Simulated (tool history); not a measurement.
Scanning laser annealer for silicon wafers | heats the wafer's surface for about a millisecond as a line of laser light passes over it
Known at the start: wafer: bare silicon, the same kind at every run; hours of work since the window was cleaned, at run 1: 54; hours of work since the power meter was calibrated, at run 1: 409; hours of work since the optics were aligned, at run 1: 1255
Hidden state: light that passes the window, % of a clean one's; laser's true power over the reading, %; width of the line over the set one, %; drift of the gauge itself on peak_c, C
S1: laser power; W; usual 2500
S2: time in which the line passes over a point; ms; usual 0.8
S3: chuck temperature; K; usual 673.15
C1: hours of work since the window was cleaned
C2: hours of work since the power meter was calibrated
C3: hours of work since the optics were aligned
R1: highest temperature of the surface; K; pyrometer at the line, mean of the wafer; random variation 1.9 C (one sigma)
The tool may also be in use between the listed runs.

{"run": 1, "hour": 0.0, "S1": 2500, "S2": 0.8, "S3": 673.15, "C1": 54, "C2": 409, "C3": 1255, "R1": 1388.15}
{"run": 2, "hour": 44.8, "S1": 2500, "S2": 0.8, "S3": 673.15, "C1": 87, "C2": 442, "C3": 1288, "R1": 1381.15}
{"run": 3, "hour": 110.6, "S1": 2500, "S2": 0.8, "S3": 673.15, "C1": 136, "C2": 490, "C3": 1336, "R1": 1376.15}
{"run": 4, "hour": 177.6, "S1": 2500, "S2": 0.8, "S3": 673.15, "C1": 185, "C2": 540, "C3": 1386, "R1": 1368.15}
{"run": 5, "hour": 214.3, "S1": 2139, "S2": 0.8, "S3": 673.15, "C1": 212, "C2": 567, "C3": 1413, "R1": 1242.15}
{"run": 6, "hour": 265.0, "S1": 2139, "S2": 0.8, "S3": 673.15, "C1": 250, "C2": 604, "C3": 1450, "R1": 1238.15}
{"run": 7, "hour": 322.9, "S1": 2139, "S2": 0.8, "S3": 673.15, "C1": 292, "C2": 647, "C3": 1493, "R1": 1236.15}
{"run": 8, "hour": 354.3, "S1": 2139, "S2": 0.8, "S3": 673.15, "C1": 315, "C2": 670, "C3": 1516, "R1": 1229.15}
{"hour": 390.5, "done": "window over the wafer cleaned"}
{"run": 9, "hour": 400.0, "S1": 2139, "S2": 0.8, "S3": 673.15, "C1": 7, "C2": 702, "C3": 1548, "R1": 1202.15}
{"run": 10, "hour": 471.4, "S1": 2139, "S2": 0.8, "S3": 673.15, "C1": 60, "C2": 755, "C3": 1601, "R1": 1193.15}
{"hour": 503.4, "done": "window over the wafer cleaned, once more"}
{"run": 11, "hour": 504.4, "S1": 2500, "S2": 0.8, "S3": 646.15, "C1": 1, "C2": 778, "C3": 1624, "R1": 1370.15}
{"run": 12, "hour": 555.9, "S1": 2500, "S2": 0.8, "S3": 673.15, "C1": 39, "C2": 816, "C3": 1662, "R1": 1393.15}
{"run": 13, "hour": 612.0, "S1": 2500, "S2": 0.8, "S3": 673.15, "C1": 80, "C2": 857, "C3": 1703, "R1": 1389.15}
{"hour": 620.6, "done": "optics aligned, line set to its width"}
{"run": 14, "hour": 655.5, "S1": 2728, "S2": 0.677, "S3": 687.15, "C1": 108, "C2": 885, "C3": 26, "R1": 1443.15}
{"run": 15, "hour": 727.9, "S1": 2728, "S2": 0.677, "S3": 687.15, "C1": 162, "C2": 939, "C3": 79, "R1": 1429.15}
{"run": 16, "hour": 791.4, "S1": 2500, "S2": 0.817, "S3": 673.15, "C1": 209, "C2": 986, "C3": 126, "R1": 1394.15}
{"run": 17, "hour": 834.3, "S1": 2500, "S2": 0.677, "S3": 673.15, "C1": 240, "C2": 1017, "C3": 157, "R1": 1331.15}
{"run": 18, "hour": 887.7, "S1": 2500, "S2": 0.577, "S3": 668.15, "C1": 280, "C2": 1057, "C3": 197, "R1": 1272.15}
{"run": 19, "hour": 928.3, "S1": 2500, "S2": 0.577, "S3": 668.15, "C1": 310, "C2": 1087, "C3": 227, "R1": 1267.15}
{"run": 20, "hour": 964.0, "S1": 2708, "S2": 0.577, "S3": 668.15, "C1": 336, "C2": 1113, "C3": 253, "R1": 1323.15}
{"hour": 972.8, "done": "window over the wafer cleaned"}
{"run": 21, "hour": 1030.5, "S1": 2674, "S2": 0.598, "S3": 683.15, "C1": 43, "C2": 1160, "C3": 301, "R1": 1378.15}
{"run": 22, "hour": 1079.8, "S1": 2384, "S2": 0.598, "S3": 683.15, "C1": 79, "C2": 1197, "C3": 337, "R1": 1282.15}
{"run": 23, "hour": 1124.0, "S1": 2513, "S2": 0.738, "S3": 650.15, "C1": 111, "C2": 1229, "C3": 370, "R1": 1348.15}
{"run": 24, "hour": 1173.1, "S1": 2441, "S2": 0.738, "S3": 655.15, "C1": 148, "C2": 1266, "C3": 406, "R1": 1325.15}
{"run": 25, "hour": 1209.9, "S1": 2661, "S2": 0.738, "S3": 655.15, "C1": 175, "C2": 1293, "C3": 433, "R1": 1397.15}

3 ways to go on from here, each from the tool as it stands after run 25. What would each give?
{"run": "A", "hour": 1276.1, "S1": 2500, "S2": 0.697, "S3": 673.15, "C1": 224, "C2": 1341, "C3": 482, "R1": "?"}
{"run": "B", "hour": 1276.1, "S1": 2515, "S2": 0.706, "S3": 666.15, "C1": 224, "C2": 1341, "C3": 482, "R1": "?"}
{"run": "C", "hour": 1276.1, "S1": 2661, "S2": 0.738, "S3": 693.15, "C1": 224, "C2": 1341, "C3": 482, "R1": "?"}

run=A R1=1333.15
run=B R1=1334.15
run=C R1=1428.15
Without the tool's hidden state the same runs would have given:
run=A R1=1366.15
run=B R1=1368.15
run=C R1=1466.15
